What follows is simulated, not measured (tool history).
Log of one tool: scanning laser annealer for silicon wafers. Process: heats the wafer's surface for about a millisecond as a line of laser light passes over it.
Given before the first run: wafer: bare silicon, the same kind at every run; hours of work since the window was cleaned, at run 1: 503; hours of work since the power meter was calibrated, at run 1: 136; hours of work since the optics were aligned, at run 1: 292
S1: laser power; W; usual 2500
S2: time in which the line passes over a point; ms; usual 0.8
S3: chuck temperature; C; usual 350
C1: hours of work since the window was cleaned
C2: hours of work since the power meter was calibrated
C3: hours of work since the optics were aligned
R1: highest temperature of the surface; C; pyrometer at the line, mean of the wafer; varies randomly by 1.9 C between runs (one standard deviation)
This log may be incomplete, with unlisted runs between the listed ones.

run,day,S1,S2,S3,C1,C2,C3,R1
1,0,2500,0.8,350,503,136,292,1120
2,0.375,2500,0.8,350,509,142,297,1119
3,0.771,2719,0.8,350,515,149,304,1202
4,1.142,2688,0.8,350,521,154,310,1189
5,1.425,2688,0.8,350,525,159,314,1189
6,1.758,2688,0.8,350,531,164,320,1189
7,1.992,2688,0.8,350,535,168,323,1184
8,2.254,2688,0.8,350,539,172,328,1190
9,2.479,2169,0.755,332,542,176,331,960
10,2.742,2169,0.787,383,546,180,335,1022
11,3.062,2732,0.787,383,552,185,340,1233
12,3.479,2581,0.8,389,558,192,347,1186
# day 3.829: window over the wafer cleaned
13,3.871,2518,0.8,327,1,197,352,1103
14,4.196,2518,0.722,327,6,202,357,1071
15,4.688,2648,0.8,329,14,210,365,1155

Consider 3 possible next runs. They are alternatives, not a sequence: every one starts from the tool as it was left by run 15. What does each give?
A,5.017,2744,0.862,353,19,215,370,?
B,5.017,2285,0.885,318,19,215,370,?
C,5.017,2190,0.734,366,19,215,370,?

run,R1
A,1245
B,1036
C,995
The same runs, with their run-to-run variation unchanged, on a tool lacking any hidden condition would have given:
run,R1
A,1246
B,1036
C,996
